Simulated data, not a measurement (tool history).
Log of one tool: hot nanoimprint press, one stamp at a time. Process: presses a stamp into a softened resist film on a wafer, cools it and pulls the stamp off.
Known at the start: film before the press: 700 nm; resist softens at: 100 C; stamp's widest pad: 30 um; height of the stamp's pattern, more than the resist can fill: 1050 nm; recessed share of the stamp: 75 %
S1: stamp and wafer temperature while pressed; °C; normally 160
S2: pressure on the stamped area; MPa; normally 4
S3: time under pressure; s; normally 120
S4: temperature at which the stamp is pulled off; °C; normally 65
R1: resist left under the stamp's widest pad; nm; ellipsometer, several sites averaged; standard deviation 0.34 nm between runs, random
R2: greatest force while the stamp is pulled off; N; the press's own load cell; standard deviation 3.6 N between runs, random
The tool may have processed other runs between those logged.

run	hour	S1	S2	S3	S4	R1	R2
1	0	160	4	120	65	351.1	247
2	13.7	160	4	120	68	351.8	233
3	25.5	160	4	120	68	350.6	236
4	33.3	160	4	120	68	351.2	226
5	42.8	160	4	120	68	350.5	233
6	58.4	160	4	120	54	351.3	300
7	74.6	160	4	120	54	350.7	302
8	83.9	160	4	120	54	351	299
9	95.2	160	4	120	65	350.9	251
10	108.6	160	4	120	65	350.2	257
11	118.4	160	4	85	65	392.7	259
12	134.2	160	4	85	65	392.9	253
13	150	160	4	85	65	392.7	256
14	163.4	160	4	85	65	393.2	255
15	179.6	160	4	85	65	392.8	264
16	195.9	160	4	85	57	392.4	291
# hour 207.4: plate thermocouple calibrated
17	214	160	4	85	57	407.5	309
18	229.9	164	4.46	216	51	237.3	337
19	240.1	160	3.11	120	65	405.5	277
# hour 248.6: stamp cleaned and given a new release coat
20	259.7	150	3.8	199	67	459	205
21	272.8	152	3.8	218	67	416.3	199
22	289.2	160	3.42	120	67	389.8	197
23	298.5	160	4	172	65	321.3	211

Consider 4 possible next runs. They are alternatives, not a sequence: every one starts from the tool as it was left by run 23. What does each give?
A	309.9	160	4	172	54	?	?
B	309.9	159	4	172	65	?	?
C	309.9	160	2.89	69	72	?	?
D	309.9	164	4	77	65	?	?

run	R1	R2
A	321	243
B	334.5	212
C	485.6	179
D	365.5	203
With no hidden state in the tool, these same runs would have given:
run	R1	R2
A	317.6	234
B	331	205
C	482.4	173
D	362	196

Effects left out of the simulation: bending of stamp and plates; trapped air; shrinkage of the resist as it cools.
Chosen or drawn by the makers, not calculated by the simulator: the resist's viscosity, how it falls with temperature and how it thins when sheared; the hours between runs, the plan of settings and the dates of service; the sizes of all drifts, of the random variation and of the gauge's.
